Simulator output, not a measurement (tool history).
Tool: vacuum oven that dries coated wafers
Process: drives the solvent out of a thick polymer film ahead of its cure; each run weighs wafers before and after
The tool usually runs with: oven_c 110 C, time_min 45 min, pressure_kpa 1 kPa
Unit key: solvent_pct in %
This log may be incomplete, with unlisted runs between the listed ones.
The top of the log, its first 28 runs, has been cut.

run,hour,oven_c,time_min,pressure_kpa,solvent_pct
29,1027,110,45,0.98,0.985
30,1064.2,98,45,0.67,4.126
31,1098.8,110,29,1,2.42
32,1138.9,110,29,1,2.418
33,1178.4,116,22,3.61,2.631
34,1207.1,108,26,0.68,3.51
35,1228.7,107,49,2.93,1.918
36,1270,110,45,2.13,1.339
37,1302.6,110,24,1.45,3.459
38,1324.4,125,47,1,0.222
39,1351.7,122,42,1,0.271
40,1389.2,102,45,1.67,3.019
41,1438.2,112,31,1.67,1.822
42,1469.9,121,45,1.08,0.288
43,1519.7,116,33,1,0.796
44,1566.6,116,33,1,0.808
45,1611.1,109,47,1,1.009
46,1636.2,109,47,1,0.999

5 options for the next run, each taken on its own from the tool as it stands now. Forecast them:
A,1672.4,108,59,1.99,?
B,1672.4,110,36,1,?
C,1672.4,113,56,3.47,?
D,1672.4,123,47,1,?
E,1672.4,109,62,2.09,?

run,solvent_pct
A,1.071
B,1.527
C,1.159
D,0.242
E,0.934
The same runs, with their run-to-run variation unchanged, on a tool lacking any hidden condition would have given:
run,solvent_pct
A,1.107
B,1.639
C,1.172
D,0.224
E,0.954
